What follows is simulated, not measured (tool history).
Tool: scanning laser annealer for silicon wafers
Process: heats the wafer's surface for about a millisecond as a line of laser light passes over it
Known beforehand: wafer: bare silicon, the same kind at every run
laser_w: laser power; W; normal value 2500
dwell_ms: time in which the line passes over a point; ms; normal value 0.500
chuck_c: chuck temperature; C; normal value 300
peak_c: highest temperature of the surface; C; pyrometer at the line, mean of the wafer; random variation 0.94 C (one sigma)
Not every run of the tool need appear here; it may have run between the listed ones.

run,hour,laser_w,dwell_ms,chuck_c,peak_c
1,0.0,2500,0.500,300,1093.3
2,13.1,2500,0.500,318,1110.3
3,25.9,2500,0.500,318,1109.5
4,35.2,2500,0.500,300,1090.1
5,50.5,2626,0.500,300,1133.0
6,66.5,2626,0.500,300,1133.4
7,76.9,2500,0.500,264,1054.7
8,94.9,2500,0.500,338,1127.0
9,113.0,2500,0.500,338,1129.4
10,131.3,2500,0.500,338,1128.5
11,150.0,2500,0.500,300,1091.4
12,160.3,2500,0.500,300,1091.0
13,177.4,2500,0.500,300,1091.3
14,196.4,2270,0.417,300,952.3
15,206.8,2270,0.417,300,950.0
16,224.6,2270,0.417,300,949.9
17,236.3,2270,0.417,300,952.9
18,245.5,2350,0.417,336,1011.4
19,258.2,2500,0.443,300,1041.6
20,272.1,2500,0.443,300,1041.8
21,281.5,2500,0.443,300,1042.5
22,291.8,2500,0.443,300,1043.4
23,308.2,2714,0.443,326,1133.5
24,320.4,2478,0.530,334,1142.7
25,338.0,2715,0.504,329,1195.5

The same runs without the tool's hidden state, with the same run-to-run variation:
The tool's hidden condition here consists of: light that passes the window, % of a clean one's; laser's true power over the reading, %; width of the line over the set one, %; drift of the gauge itself on peak_c, C.
run,peak_c
1,1094.1
2,1111.2
3,1110.4
4,1091.1
5,1134.0
6,1134.4
7,1055.6
8,1127.9
9,1130.4
10,1129.5
11,1092.4
12,1092.0
13,1092.3
14,953.2
15,950.9
16,950.8
17,953.8
18,1012.3
19,1042.6
20,1042.9
21,1043.6
22,1044.5
23,1134.7
24,1143.9
25,1196.8

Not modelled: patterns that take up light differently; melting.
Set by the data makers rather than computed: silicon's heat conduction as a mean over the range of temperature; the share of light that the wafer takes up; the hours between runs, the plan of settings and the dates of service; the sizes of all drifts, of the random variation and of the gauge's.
